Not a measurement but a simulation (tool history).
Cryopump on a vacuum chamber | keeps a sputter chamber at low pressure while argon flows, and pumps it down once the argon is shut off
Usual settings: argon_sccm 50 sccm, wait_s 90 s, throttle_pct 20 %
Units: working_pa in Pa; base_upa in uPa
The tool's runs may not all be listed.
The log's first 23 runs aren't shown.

Run 24, day 22.296: usual settings but argon_sccm 27 sccm, wait_s 169 s, throttle_pct 17 %. Result: working_pa 0.2752 Pa, base_upa 2.72 uPa.
Run 25, day 22.983: usual settings but argon_sccm 27 sccm, wait_s 169 s, throttle_pct 17 %. Result: working_pa 0.2760 Pa, base_upa 2.74 uPa.
Run 26, day 23.783: usual settings but argon_sccm 27 sccm, wait_s 169 s, throttle_pct 17 %. Result: working_pa 0.2760 Pa, base_upa 2.79 uPa.
Run 27, day 24.475: usual settings but argon_sccm 89 sccm, wait_s 238 s, throttle_pct 50 %. Result: working_pa 0.3157 Pa, base_upa 2.70 uPa.
Run 28, day 25.171: usual settings but argon_sccm 89 sccm, wait_s 238 s, throttle_pct 50 %. Result: working_pa 0.3146 Pa, base_upa 2.71 uPa.
Run 29, day 26.354: usual settings but argon_sccm 89 sccm, wait_s 238 s, throttle_pct 50 %. Result: working_pa 0.3156 Pa, base_upa 2.69 uPa.
Run 30, day 27.571: usual settings but argon_sccm 64 sccm, wait_s 85 s, throttle_pct 16 %. Result: working_pa 0.6958 Pa, base_upa 3.44 uPa.
Run 31, day 28.283: usual settings but argon_sccm 64 sccm, wait_s 42 s, throttle_pct 24 %. Result: working_pa 0.4647 Pa, base_upa 4.46 uPa.
Run 32, day 29.454: usual settings but argon_sccm 28 sccm, wait_s 42 s, throttle_pct 24 %. Result: working_pa 0.2066 Pa, base_upa 4.48 uPa.
Run 33, day 30.375: usual settings but wait_s 211 s, throttle_pct 21 %. Result: working_pa 0.4135 Pa, base_upa 2.84 uPa.
Run 34, day 31.388: usual settings but argon_sccm 49 sccm, throttle_pct 26 %. Result: working_pa 0.3298 Pa, base_upa 3.31 uPa.

Forecast each of these 3 alternatives for the next run:
Run A, day 32.312: usual settings but wait_s 76 s, throttle_pct 49 %. Result: working_pa ?, base_upa ?.
Run B, day 32.312: usual settings but argon_sccm 82 sccm, wait_s 76 s, throttle_pct 18 %. Result: working_pa ?, base_upa ?.
Run C, day 32.312: usual settings but wait_s 128 s. Result: working_pa ?, base_upa ?.

run  working_pa  base_upa
  A      0.1838      3.75
  B      0.7976      3.68
  C      0.4353      3.22
Without the tool's hidden state the same runs would have given:
run  working_pa  base_upa
  A      0.1742      1.49
  B      0.7819      1.46
  C      0.4258      1.00
